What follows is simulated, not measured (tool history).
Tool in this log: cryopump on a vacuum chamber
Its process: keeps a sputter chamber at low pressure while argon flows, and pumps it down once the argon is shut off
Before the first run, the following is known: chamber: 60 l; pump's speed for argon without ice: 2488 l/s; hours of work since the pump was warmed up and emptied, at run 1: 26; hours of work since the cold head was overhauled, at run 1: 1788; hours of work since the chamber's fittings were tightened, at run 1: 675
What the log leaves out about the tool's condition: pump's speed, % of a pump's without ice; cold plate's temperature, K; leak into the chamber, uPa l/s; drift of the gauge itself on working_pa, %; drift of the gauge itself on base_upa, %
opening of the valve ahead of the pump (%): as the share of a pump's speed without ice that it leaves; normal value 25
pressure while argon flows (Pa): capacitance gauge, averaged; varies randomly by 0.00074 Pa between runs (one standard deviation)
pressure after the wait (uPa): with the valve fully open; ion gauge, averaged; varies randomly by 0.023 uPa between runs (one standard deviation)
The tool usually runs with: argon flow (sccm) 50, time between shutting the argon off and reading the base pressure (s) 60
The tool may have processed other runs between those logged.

run,hour,argon flow (sccm),time between shutting the argon off and reading the base pressure (s),opening of the valve ahead of the pump (%),hours of work since the pump was warmed up and emptied,hours of work since the cold head was overhauled,hours of work since the chamber's fittings were tightened,pressure while argon flows (Pa),pressure after the wait (uPa)
1,0,50,60,25,26,1788,675,0.1366,1.07
2,98.4,50,60,25,67,1828,716,0.1378,1.14
3,174.1,25,60,25,98,1860,747,0.069,1.23
4,247.5,25,60,25,128,1890,777,0.0699,1.17
5,347,25,60,25,169,1931,818,0.07,1.21
6,450.3,92,60,25,211,1973,861,0.2579,1.29
7,507,50,60,25,235,1996,884,0.1421,1.27
8,555.5,50,60,25,255,2016,904,0.1409,1.35
9,656.1,50,60,25,296,2058,945,0.1434,1.43
10,744.4,50,77,25,332,2094,982,0.1426,1.21
11,810.6,50,60,25,359,2121,1009,0.1425,1.49
12,870.5,50,118,25,384,2146,1033,0.1444,1.19
13,948.1,50,118,25,416,2178,1065,0.1451,1.18
14,1035.5,50,118,25,452,2214,1101,0.1455,1.27
15,1136,50,118,25,493,2255,1143,0.1479,1.28
16,1198.6,50,118,25,519,2281,1168,0.1488,1.41
# hour 1276.5: pump warmed up, emptied and cooled again
17,1299,50,60,25,9,2320,1208,0.1368,1.4
18,1370.8,50,60,25,39,2350,1237,0.137,1.37
19,1477.4,50,60,25,83,2394,1281,0.1388,1.45
20,1546.1,50,186,26,111,2422,1309,0.1326,1.1
21,1616.2,86,101,25,140,2451,1338,0.2391,1.28

What will run 22 give?
# hour 1663.4: leaking fittings of the chamber tightened, without venting
22,1673.7,85,101,25,163,2473,4,?,?

{"run 22": {"pressure while argon flows (Pa)": 0.2379, "pressure after the wait (uPa)": 0.54}}
On a tool with no hidden condition, and with the same random variation, this run would have come out at pressure while argon flows (Pa) 0.2315, pressure after the wait (uPa) 0.51.

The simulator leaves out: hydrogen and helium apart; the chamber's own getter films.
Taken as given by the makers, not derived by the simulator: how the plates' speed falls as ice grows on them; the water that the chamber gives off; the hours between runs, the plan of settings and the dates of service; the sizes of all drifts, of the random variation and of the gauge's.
